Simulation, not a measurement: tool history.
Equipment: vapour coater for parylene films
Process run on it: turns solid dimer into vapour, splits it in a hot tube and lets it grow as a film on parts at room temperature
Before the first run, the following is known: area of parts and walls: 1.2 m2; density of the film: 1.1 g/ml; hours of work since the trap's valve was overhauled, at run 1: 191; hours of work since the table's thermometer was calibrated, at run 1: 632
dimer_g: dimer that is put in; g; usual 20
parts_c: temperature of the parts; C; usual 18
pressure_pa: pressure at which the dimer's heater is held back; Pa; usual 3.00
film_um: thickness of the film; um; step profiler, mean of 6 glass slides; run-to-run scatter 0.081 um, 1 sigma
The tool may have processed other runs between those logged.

run,day,dimer_g,parts_c,pressure_pa,hours of work since the trap's valve was overhauled,hours of work since the table's thermometer was calibrated,film_um
1,0.000,20,18,3.00,191,632,8.65
2,0.975,20,18,3.00,204,645,8.65
3,2.104,20,18,3.00,220,660,8.54
4,2.733,20,18,3.29,228,669,8.21
5,4.029,20,18,6.82,246,686,6.96
# day 5.462: trap's valve overhauled
6,5.512,20,18,3.00,1,704,9.65
7,6.429,20,18,3.00,13,717,9.74
8,7.217,20,18,3.00,24,727,9.55
9,7.867,20,18,3.00,33,736,9.62
10,8.750,20,18,3.00,44,748,9.43
11,9.638,20,18,3.00,56,760,9.36
12,10.996,12,16,3.00,75,778,5.82
13,11.792,24,19,6.74,86,789,9.00
# day 11.942: table's thermometer calibrated
14,12.883,24,19,6.74,100,13,8.88

Run 15, settings as shown, results not yet in. Your forecast:
15,13.950,34,27,2.45,114,27,?

film_um: 13.51 um
With the hidden condition absent and the run-to-run variation left alone, this run would have shown film_um 14.59 um.
